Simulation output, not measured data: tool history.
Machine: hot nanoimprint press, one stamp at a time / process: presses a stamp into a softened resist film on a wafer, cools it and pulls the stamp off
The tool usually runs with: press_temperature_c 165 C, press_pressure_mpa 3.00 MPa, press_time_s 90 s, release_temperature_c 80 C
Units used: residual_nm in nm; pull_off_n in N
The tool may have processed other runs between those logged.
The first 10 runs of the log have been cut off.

run   hour  press_temperature_c  press_pressure_mpa  press_time_s  release_temperature_c  residual_nm  pull_off_n
 11   80.5                  165                3.00            90                     80        133.8         199
 12   86.2                  165                2.69            90                     80        140.5         201
 13   93.1                  165                2.69            90                     80        140.3         194
 14  102.3                  165                2.69            90                     80        140.3         203
 15  112.5                  165                2.69            90                     80        140.7         195
 16  120.7                  168                3.40           130                     71         92.6         239
 17  130.3                  168                3.40           130                     71         92.2         242
 18  141.6                  168                3.40           130                     71         91.8         242
 19  151.3                  172                3.00           144                     80         76.9         209
 20  161.9                  172                3.00           144                     80         76.5         216
 21  167.1                  165                4.79            81                     80        112.2         218
 22  177.0                  165                2.14            90                     73        155.2         232
 23  185.8                  166                3.89            90                     80        112.5         218
 24  193.0                  174                2.08            90                     80        102.5         210
 25  202.4                  165                3.00           101                     71        127.6         264
 26  211.6                  154                3.00           101                     71        216.1         253
 27  220.3                  165                4.27           116                     77        101.3         235
 28  228.1                  165                4.27           116                     77        101.3         227
 29  236.6                  165                4.27           116                     77        101.1         233
 30  243.6                  154                1.89            47                     67        290.0         290

What if the next run were any one of these 4? Each begins from the tool's condition after run 30:
  A  254.4                  154                2.21            90                     80            ?           ?
  B  254.4                  173                3.26            90                     80            ?           ?
  C  254.4                  154                3.63           109                     65            ?           ?
  D  254.4                  170                3.00            90                     72            ?           ?

run  residual_nm  pull_off_n
  A        245.0         226
  B         85.7         228
  C        198.4         300
  D        103.4         265
The same runs, with their run-to-run variation unchanged, on a tool lacking any hidden condition would have given:
run  residual_nm  pull_off_n
  A        246.4         142
  B         86.0         144
  C        199.3         188
  D        103.9         167

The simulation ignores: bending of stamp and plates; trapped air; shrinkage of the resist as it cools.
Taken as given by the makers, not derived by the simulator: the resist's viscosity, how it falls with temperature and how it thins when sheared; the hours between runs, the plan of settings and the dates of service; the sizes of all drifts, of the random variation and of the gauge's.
